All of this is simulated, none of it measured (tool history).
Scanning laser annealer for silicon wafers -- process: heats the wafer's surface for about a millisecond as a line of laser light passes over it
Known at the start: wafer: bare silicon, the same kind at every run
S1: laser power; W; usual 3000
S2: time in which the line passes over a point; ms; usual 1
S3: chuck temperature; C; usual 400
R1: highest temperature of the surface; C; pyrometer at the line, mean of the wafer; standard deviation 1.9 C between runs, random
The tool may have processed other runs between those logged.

Run 1, hour 0: usual settings. Result: R1 1142 C.
Run 2, hour 40.9: usual settings but S1 2714 W. Result: R1 1066 C.
At hour 84.1: window over the wafer cleaned.
Run 3, hour 84.1: usual settings but S1 2714 W. Result: R1 1059 C.
Run 4, hour 132: usual settings but S1 3075 W. Result: R1 1155 C.
Run 5, hour 177.1: usual settings but S1 2576 W. Result: R1 1023 C.
Run 6, hour 216.1: usual settings. Result: R1 1129 C.
Run 7, hour 237.4: usual settings. Result: R1 1128 C.
Run 8, hour 264: usual settings. Result: R1 1129 C.
Run 9, hour 302.8: usual settings. Result: R1 1126 C.
Run 10, hour 346.9: usual settings. Result: R1 1129 C.
At hour 377.9: window over the wafer cleaned, once more.
Run 11, hour 377.9: usual settings. Result: R1 1187 C.
Run 12, hour 422.9: usual settings. Result: R1 1183 C.
Run 13, hour 448.8: usual settings but S3 370 C. Result: R1 1149 C.
Run 14, hour 477.4: usual settings but S1 2879 W, S2 0.9 ms, S3 416 C. Result: R1 1129 C.
Run 15, hour 516.1: usual settings but S1 2879 W, S2 0.9 ms, S3 416 C. Result: R1 1130 C.
Run 16, hour 561: usual settings but S1 2943 W, S2 0.93 ms, S3 374 C. Result: R1 1116 C.
Run 17, hour 585.2: usual settings but S1 2612 W, S2 0.97 ms, S3 362 C. Result: R1 1027 C.
Run 18, hour 612.8: usual settings but S1 2612 W, S2 0.97 ms, S3 362 C. Result: R1 1027 C.
Run 19, hour 640.1: usual settings but S2 0.96 ms, S3 431 C. Result: R1 1197 C.
Run 20, hour 661.8: usual settings but S2 0.96 ms, S3 431 C. Result: R1 1195 C.
Run 21, hour 681.8: usual settings but S1 3043 W, S2 0.87 ms, S3 390 C. Result: R1 1131 C.
Run 22, hour 724.2: usual settings but S1 3043 W, S2 0.87 ms, S3 390 C. Result: R1 1131 C.
Run 23, hour 752.9: usual settings but S1 2637 W, S2 0.87 ms, S3 362 C. Result: R1 998 C.
Run 24, hour 782.3: usual settings but S1 2637 W, S2 0.87 ms, S3 362 C. Result: R1 998 C.
Run 25, hour 822.9: usual settings but S1 2637 W, S2 0.87 ms, S3 362 C. Result: R1 998 C.

Predict each of these 5 candidate next runs independently; none follows another, all start after run 25:
Run A, hour 868.5: usual settings but S2 0.78 ms, S3 383 C. Result: R1 ?.
Run B, hour 868.5: usual settings but S1 2585 W, S3 391 C. Result: R1 ?.
Run C, hour 868.5: usual settings but S1 2637 W, S2 0.91 ms, S3 362 C. Result: R1 ?.
Run D, hour 868.5: usual settings but S1 3165 W, S3 423 C. Result: R1 ?.
Run E, hour 868.5: usual settings but S1 2673 W. Result: R1 ?.

run    R1
  A  1078
  B  1048
  C  1010
  D  1238
  E  1086
Without the tool's hidden state the same runs would have given:
run    R1
  A  1099
  B  1068
  C  1029
  D  1262
  E  1106
